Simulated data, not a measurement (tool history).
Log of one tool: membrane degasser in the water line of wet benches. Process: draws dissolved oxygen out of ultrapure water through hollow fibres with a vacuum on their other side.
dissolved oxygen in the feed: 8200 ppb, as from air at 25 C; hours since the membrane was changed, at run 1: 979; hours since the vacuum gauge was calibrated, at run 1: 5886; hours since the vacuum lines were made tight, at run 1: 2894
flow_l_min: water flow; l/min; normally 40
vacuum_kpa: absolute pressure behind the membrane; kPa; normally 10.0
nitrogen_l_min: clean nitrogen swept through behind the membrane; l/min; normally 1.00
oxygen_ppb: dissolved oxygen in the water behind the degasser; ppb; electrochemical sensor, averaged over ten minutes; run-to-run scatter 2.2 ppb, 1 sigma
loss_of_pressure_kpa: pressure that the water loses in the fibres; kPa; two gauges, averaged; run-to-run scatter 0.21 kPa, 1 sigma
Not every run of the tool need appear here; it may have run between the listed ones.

| run | hour | flow_l_min | vacuum_kpa | nitrogen_l_min | hours since the membrane was changed | hours since the vacuum gauge was calibrated | hours since the vacuum lines were made tight | oxygen_ppb | loss_of_pressure_kpa |
|---|---|---|---|---|---|---|---|---|---|
| 1 | 0.0 | 40 | 10.0 | 1.00 | 979 | 5886 | 2894 | 531.7 | 47.43 |
| 2 | 68.3 | 40 | 10.0 | 1.00 | 1047 | 5954 | 2963 | 532.7 | 47.18 |
| 3 | 168.7 | 40 | 10.0 | 1.00 | 1148 | 6055 | 3063 | 530.2 | 47.21 |
| 4 | 253.4 | 40 | 10.0 | 1.00 | 1232 | 6140 | 3148 | 527.5 | 46.85 |
| 5 | 347.4 | 40 | 10.0 | 1.00 | 1326 | 6234 | 3242 | 528.0 | 47.29 |
| 6 | 448.2 | 40 | 10.0 | 1.00 | 1427 | 6334 | 3342 | 532.0 | 47.23 |
| 7 | 559.4 | 40 | 10.0 | 0.51 | 1539 | 6446 | 3454 | 839.5 | 47.24 |
| 8 | 678.3 | 40 | 10.0 | 0.51 | 1657 | 6564 | 3573 | 853.1 | 46.83 |
| 9 | 762.3 | 40 | 10.0 | 0.51 | 1741 | 6648 | 3656 | 843.5 | 46.88 |
| 10 | 820.7 | 40 | 10.0 | 0.51 | 1800 | 6707 | 3715 | 848.1 | 47.04 |
| 11 | 938.9 | 40 | 10.0 | 0.51 | 1918 | 6825 | 3833 | 846.9 | 47.05 |
| 12 | 1026.6 | 40 | 17.3 | 1.00 | 2006 | 6913 | 3921 | 1031.3 | 46.89 |
| 13 | 1116.6 | 40 | 17.3 | 1.90 | 2096 | 7003 | 4011 | 626.9 | 47.21 |
| 14 | 1188.7 | 40 | 17.3 | 1.90 | 2168 | 7075 | 4083 | 635.1 | 46.97 |
| 15 | 1297.1 | 28 | 17.3 | 0.65 | 2276 | 7183 | 4191 | 1063.3 | 33.16 |
| 16 | 1400.2 | 28 | 17.3 | 0.65 | 2379 | 7286 | 4294 | 1070.0 | 32.82 |
|  | 1407.3 | vacuum gauge calibrated |
| 17 | 1523.5 | 29 | 21.7 | 1.00 | 2502 | 116 | 4417 | 1022.3 | 33.81 |
| 18 | 1630.4 | 61 | 21.7 | 2.18 | 2609 | 223 | 4524 | 1034.6 | 70.91 |
| 19 | 1730.4 | 36 | 12.5 | 2.18 | 2709 | 323 | 4624 | 348.9 | 41.84 |
| 20 | 1782.4 | 30 | 10.0 | 1.69 | 2761 | 375 | 4676 | 270.7 | 35.30 |
| 21 | 1839.9 | 45 | 10.0 | 1.01 | 2818 | 433 | 4734 | 579.8 | 52.54 |
| 22 | 1940.5 | 45 | 10.0 | 1.01 | 2919 | 533 | 4834 | 577.4 | 52.61 |
| 23 | 2029.2 | 27 | 20.8 | 1.42 | 3008 | 622 | 4923 | 697.1 | 31.60 |
| 24 | 2093.0 | 27 | 20.8 | 1.42 | 3072 | 686 | 4987 | 700.6 | 31.59 |
| 25 | 2171.7 | 41 | 10.0 | 1.80 | 3150 | 764 | 5065 | 342.8 | 47.62 |
| 26 | 2281.6 | 49 | 20.5 | 1.24 | 3260 | 874 | 5175 | 1229.5 | 57.39 |
| 27 | 2345.5 | 57 | 20.5 | 0.41 | 3324 | 938 | 5239 | 2607.1 | 66.06 |
| 28 | 2402.8 | 57 | 20.5 | 0.41 | 3381 | 995 | 5296 | 2596.8 | 66.10 |

Here are 5 independent what-if runs from the current tool condition. What would each one return?
| A | 2490.9 | 57 | 9.3 | 1.27 | 3469 | 1084 | 5385 | ? | ? |
| B | 2490.9 | 35 | 20.5 | 0.41 | 3469 | 1084 | 5385 | ? | ? |
| C | 2490.9 | 37 | 20.5 | 0.41 | 3469 | 1084 | 5385 | ? | ? |
| D | 2490.9 | 30 | 21.9 | 0.46 | 3469 | 1084 | 5385 | ? | ? |
| E | 2490.9 | 41 | 14.9 | 1.00 | 3469 | 1084 | 5385 | ? | ? |

| run | oxygen_ppb | loss_of_pressure_kpa |
|---|---|---|
| A | 546.1 | 66.35 |
| B | 2001.2 | 40.63 |
| C | 2071.2 | 42.90 |
| D | 1803.8 | 34.89 |
| E | 883.4 | 47.71 |
What these runs would have given with no unlogged condition in the tool:
| run | oxygen_ppb | loss_of_pressure_kpa |
|---|---|---|
| A | 545.9 | 67.52 |
| B | 2001.2 | 41.34 |
| C | 2071.2 | 43.65 |
| D | 1803.8 | 35.50 |
| E | 883.3 | 48.55 |

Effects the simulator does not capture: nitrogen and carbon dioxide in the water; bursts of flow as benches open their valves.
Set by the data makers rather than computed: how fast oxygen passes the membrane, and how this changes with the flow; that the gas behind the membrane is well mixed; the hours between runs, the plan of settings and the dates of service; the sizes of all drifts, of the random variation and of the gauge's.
